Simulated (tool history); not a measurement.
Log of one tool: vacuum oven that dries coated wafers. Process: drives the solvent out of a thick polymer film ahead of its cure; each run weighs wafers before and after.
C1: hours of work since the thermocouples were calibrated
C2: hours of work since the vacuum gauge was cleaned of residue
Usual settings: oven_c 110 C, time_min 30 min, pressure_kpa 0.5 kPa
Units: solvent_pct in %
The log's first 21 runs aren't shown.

{"run": 22, "day": 12.712, "oven_c": 110, "time_min": 35, "pressure_kpa": 0.676, "C1": 1527, "C2": 657, "solvent_pct": 1.13}
{"run": 23, "day": 13.208, "oven_c": 110, "time_min": 35, "pressure_kpa": 0.676, "C1": 1536, "C2": 665, "solvent_pct": 1.13}
{"run": 24, "day": 13.579, "oven_c": 110, "time_min": 30, "pressure_kpa": 0.645, "C1": 1542, "C2": 672, "solvent_pct": 1.51}
{"run": 25, "day": 14.333, "oven_c": 110, "time_min": 30, "pressure_kpa": 0.645, "C1": 1554, "C2": 684, "solvent_pct": 1.49}
{"run": 26, "day": 14.738, "oven_c": 110, "time_min": 30, "pressure_kpa": 0.645, "C1": 1561, "C2": 691, "solvent_pct": 1.49}
{"run": 27, "day": 15.079, "oven_c": 100, "time_min": 30, "pressure_kpa": 0.682, "C1": 1567, "C2": 697, "solvent_pct": 3.22}
{"run": 28, "day": 15.554, "oven_c": 98, "time_min": 21, "pressure_kpa": 0.981, "C1": 1575, "C2": 705, "solvent_pct": 5.05}
{"run": 29, "day": 15.912, "oven_c": 109, "time_min": 30, "pressure_kpa": 0.62, "C1": 1581, "C2": 711, "solvent_pct": 1.62}
{"run": 30, "day": 16.538, "oven_c": 109, "time_min": 30, "pressure_kpa": 0.62, "C1": 1591, "C2": 721, "solvent_pct": 1.66}
{"run": 31, "day": 17.242, "oven_c": 114, "time_min": 30, "pressure_kpa": 0.5, "C1": 1603, "C2": 733, "solvent_pct": 0.96}
{"run": 32, "day": 17.825, "oven_c": 118, "time_min": 30, "pressure_kpa": 0.966, "C1": 1613, "C2": 743, "solvent_pct": 0.74}
{"run": 33, "day": 18.408, "oven_c": 118, "time_min": 30, "pressure_kpa": 0.966, "C1": 1623, "C2": 753, "solvent_pct": 0.73}
{"run": 34, "day": 18.892, "oven_c": 100, "time_min": 15, "pressure_kpa": 1.297, "C1": 1631, "C2": 761, "solvent_pct": 5.9}
{"run": 35, "day": 19.533, "oven_c": 106, "time_min": 28, "pressure_kpa": 0.834, "C1": 1642, "C2": 772, "solvent_pct": 2.38}
{"run": 36, "day": 20.092, "oven_c": 106, "time_min": 28, "pressure_kpa": 0.834, "C1": 1651, "C2": 781, "solvent_pct": 2.4}
{"run": 37, "day": 20.542, "oven_c": 108, "time_min": 18, "pressure_kpa": 0.328, "C1": 1659, "C2": 788, "solvent_pct": 3.38}
{"run": 38, "day": 21.054, "oven_c": 97, "time_min": 17, "pressure_kpa": 1.329, "C1": 1667, "C2": 797, "solvent_pct": 6.09}
{"day": 21.225, "done": "oven's thermocouples calibrated"}
{"run": 39, "day": 21.654, "oven_c": 97, "time_min": 40, "pressure_kpa": 1.607, "C1": 7, "C2": 806, "solvent_pct": 3.22}
{"run": 40, "day": 22.304, "oven_c": 124, "time_min": 33, "pressure_kpa": 0.5, "C1": 18, "C2": 817, "solvent_pct": 0.23}

Forecast each of these 4 alternatives for the next run:
{"run": "A", "day": 22.9, "oven_c": 106, "time_min": 33, "pressure_kpa": 0.354, "C1": 28, "C2": 827, "solvent_pct": "?"}
{"run": "B", "day": 22.9, "oven_c": 124, "time_min": 17, "pressure_kpa": 1.31, "C1": 28, "C2": 827, "solvent_pct": "?"}
{"run": "C", "day": 22.9, "oven_c": 95, "time_min": 33, "pressure_kpa": 0.5, "C1": 28, "C2": 827, "solvent_pct": "?"}
{"run": "D", "day": 22.9, "oven_c": 124, "time_min": 33, "pressure_kpa": 0.645, "C1": 28, "C2": 827, "solvent_pct": "?"}

run=A solvent_pct=1.73
run=B solvent_pct=1.3
run=C solvent_pct=3.85
run=D solvent_pct=0.26
Without the tool's hidden state the same runs would have given:
run=A solvent_pct=1.73
run=B solvent_pct=1.3
run=C solvent_pct=3.85
run=D solvent_pct=0.25
